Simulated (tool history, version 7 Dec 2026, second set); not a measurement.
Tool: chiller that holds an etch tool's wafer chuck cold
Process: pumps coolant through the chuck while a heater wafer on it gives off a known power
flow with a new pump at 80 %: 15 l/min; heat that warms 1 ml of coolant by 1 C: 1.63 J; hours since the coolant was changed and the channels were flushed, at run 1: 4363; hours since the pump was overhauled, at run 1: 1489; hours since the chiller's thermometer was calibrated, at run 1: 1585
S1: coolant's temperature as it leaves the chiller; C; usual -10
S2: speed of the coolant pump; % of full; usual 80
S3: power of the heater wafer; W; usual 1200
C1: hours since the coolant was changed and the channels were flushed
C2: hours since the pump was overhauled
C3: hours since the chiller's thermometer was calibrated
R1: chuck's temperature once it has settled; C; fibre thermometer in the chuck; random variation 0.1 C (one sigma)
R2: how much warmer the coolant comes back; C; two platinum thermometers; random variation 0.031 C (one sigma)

run 1 hour=0.0 | S1=-10 S2=80 S3=1200 | C1=4363 C2=1489 C3=1585 | R1=3.2 R2=3.05
run 2 hour=45.9 | S1=-10 S2=80 S3=1200 | C1=4409 C2=1535 C3=1631 | R1=2.9 R2=3.05
run 3 hour=120.3 | S1=-10 S2=80 S3=1351 | C1=4483 C2=1609 C3=1706 | R1=4.6 R2=3.40
run 4 hour=158.2 | S1=-10 S2=80 S3=1351 | C1=4521 C2=1647 C3=1744 | R1=4.8 R2=3.40
run 5 hour=190.9 | S1=-10 S2=80 S3=1092 | C1=4554 C2=1680 C3=1776 | R1=2.1 R2=2.72
run 6 hour=269.0 | S1=-10 S2=80 S3=1092 | C1=4632 C2=1758 C3=1854 | R1=2.2 R2=2.74
run 7 hour=338.8 | S1=-10 S2=73 S3=1200 | C1=4702 C2=1828 C3=1924 | R1=4.4 R2=3.29
run 8 hour=414.8 | S1=-10 S2=80 S3=1200 | C1=4778 C2=1904 C3=2000 | R1=3.1 R2=3.08
run 9 hour=454.1 | S1=-10 S2=80 S3=1200 | C1=4817 C2=1943 C3=2039 | R1=3.4 R2=3.02
run 10 hour=490.2 | S1=-10 S2=80 S3=1200 | C1=4853 C2=1979 C3=2076 | R1=3.3 R2=2.99
run 11 hour=558.9 | S1=-10 S2=96 S3=1200 | C1=4922 C2=2048 C3=2144 | R1=1.3 R2=2.46
run 12 hour=600.3 | S1=-10 S2=96 S3=1200 | C1=4963 C2=2089 C3=2186 | R1=1.2 R2=2.47
run 13 hour=672.0 | S1=-10 S2=96 S3=1200 | C1=5035 C2=2161 C3=2257 | R1=1.3 R2=2.45
run 14 hour=720.3 | S1=-10 S2=80 S3=1652 | C1=5083 C2=2209 C3=2306 | R1=8.4 R2=4.22
run 15 hour=781.8 | S1=-10 S2=80 S3=1652 | C1=5145 C2=2271 C3=2367 | R1=8.4 R2=4.22
run 16 hour=848.6 | S1=-17 S2=80 S3=1125 | C1=5212 C2=2338 C3=2434 | R1=-4.5 R2=2.81
-- hour=855.5 chiller's thermometer calibrated
run 17 hour=917.5 | S1=-17 S2=80 S3=1125 | C1=5280 C2=2406 C3=62 | R1=-4.1 R2=2.88
run 18 hour=976.9 | S1=-17 S2=80 S3=1125 | C1=5339 C2=2465 C3=121 | R1=-4.0 R2=2.88
run 19 hour=1026.3 | S1=-10 S2=72 S3=1200 | C1=5388 C2=2514 C3=171 | R1=5.1 R2=3.38
run 20 hour=1067.0 | S1=-10 S2=72 S3=1200 | C1=5429 C2=2555 C3=212 | R1=5.1 R2=3.42
run 21 hour=1117.7 | S1=-12 S2=69 S3=1791 | C1=5480 C2=2606 C3=262 | R1=11.4 R2=5.41
run 22 hour=1158.0 | S1=-11 S2=69 S3=1454 | C1=5520 C2=2646 C3=303 | R1=8.1 R2=4.44
run 23 hour=1196.6 | S1=-11 S2=61 S3=1454 | C1=5559 C2=2685 C3=341 | R1=10.5 R2=5.08
-- hour=1200.8 chiller's thermometer calibrated, once more
run 24 hour=1264.8 | S1=-11 S2=61 S3=1454 | C1=5626 C2=2752 C3=64 | R1=10.2 R2=5.04
run 25 hour=1330.9 | S1=-11 S2=61 S3=1454 | C1=5692 C2=2818 C3=130 | R1=10.3 R2=5.04
run 26 hour=1407.8 | S1=-11 S2=61 S3=1454 | C1=5769 C2=2895 C3=207 | R1=10.2 R2=5.08
run 27 hour=1463.3 | S1=-10 S2=79 S3=882 | C1=5824 C2=2950 C3=262 | R1=0.1 R2=2.27
run 28 hour=1536.2 | S1=-9 S2=80 S3=1200 | C1=5897 C2=3023 C3=335 | R1=4.5 R2=3.07
run 29 hour=1588.7 | S1=-2 S2=80 S3=1200 | C1=5950 C2=3076 C3=388 | R1=11.7 R2=3.07
run 30 hour=1628.6 | S1=-10 S2=96 S3=1207 | C1=5990 C2=3116 C3=428 | R1=1.6 R2=2.57

3 ways to go on from here, each from the tool as it stands after run 30. What would each give?
run A hour=1695.1 | S1=-10 S2=96 S3=1190 | C1=6056 C2=3182 C3=494 | R1=? R2=?
run B hour=1695.1 | S1=-10 S2=78 S3=1207 | C1=6056 C2=3182 C3=494 | R1=? R2=?
run C hour=1695.1 | S1=-10 S2=62 S3=1200 | C1=6056 C2=3182 C3=494 | R1=? R2=?

run=A R1=1.4 R2=2.48
run=B R1=4.2 R2=3.24
run=C R1=7.7 R2=4.10
Without the tool's hidden state the same runs would have given:
run=A R1=-0.4 R2=2.36
run=B R1=2.1 R2=3.09
run=C R1=5.1 R2=3.89

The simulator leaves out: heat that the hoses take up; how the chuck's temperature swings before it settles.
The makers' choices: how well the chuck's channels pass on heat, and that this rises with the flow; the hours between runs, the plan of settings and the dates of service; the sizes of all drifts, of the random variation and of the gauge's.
